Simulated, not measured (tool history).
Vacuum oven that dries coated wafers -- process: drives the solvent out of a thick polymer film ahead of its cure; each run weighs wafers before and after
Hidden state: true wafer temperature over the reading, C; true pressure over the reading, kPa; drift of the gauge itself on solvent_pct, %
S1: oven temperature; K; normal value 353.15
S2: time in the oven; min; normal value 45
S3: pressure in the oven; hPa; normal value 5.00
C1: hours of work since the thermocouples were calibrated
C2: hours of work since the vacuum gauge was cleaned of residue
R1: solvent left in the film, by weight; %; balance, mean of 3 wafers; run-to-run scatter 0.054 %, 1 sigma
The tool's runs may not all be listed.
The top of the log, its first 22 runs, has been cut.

run,day,S1,S2,S3,C1,C2,R1
23,49.050,353.15,30,5.00,642,1576,4.26
24,51.000,342.15,24,14.13,675,1609,8.84
25,53.162,342.15,24,14.13,711,1645,8.95
26,56.262,353.15,46,11.81,764,1698,3.27
27,59.275,353.15,45,7.34,815,1748,3.06
28,60.704,353.15,45,7.33,839,1773,3.09
29,62.275,353.15,45,7.33,865,1799,3.15
30,65.004,353.15,29,11.89,911,1845,4.98
31,67.258,350.15,24,11.89,950,1883,6.78
32,69.746,356.15,44,19.58,992,1925,3.24
33,72.021,355.15,45,5.00,1030,1964,2.51
34,73.354,355.15,45,5.00,1053,1987,2.42
35,75.388,355.15,45,5.00,1087,2021,2.51
36,78.000,347.15,49,5.00,1131,2065,4.51
37,80.967,341.15,23,3.15,1181,2115,8.81
38,83.246,341.15,23,3.15,1220,2154,9.03
39,85.642,360.15,45,2.81,1260,2194,1.46
40,87.825,360.15,45,2.81,1297,2231,1.48
41,89.404,355.15,45,2.81,1324,2258,2.56
42,91.279,343.15,59,14.32,1356,2290,6.33
43,93.483,357.15,42,3.43,1393,2327,2.22
44,95.754,357.15,42,3.43,1431,2365,2.28
45,98.404,345.15,26,10.08,1476,2410,8.19
46,101.250,353.15,81,3.03,1524,2458,1.76

Consider 4 possible next runs. They are alternatives, not a sequence: every one starts from the tool as it was left by run 46. What does each give?
A,104.138,353.15,44,2.54,1573,2507,?
B,104.138,368.15,81,3.03,1573,2507,?
C,104.138,340.15,24,3.03,1573,2507,?
D,104.138,353.15,24,8.64,1573,2507,?

run,R1
A,3.21
B,0.60
C,9.16
D,5.97
With no hidden state in the tool, these same runs would have given:
run,R1
A,1.74
B,0.15
C,7.84
D,4.48
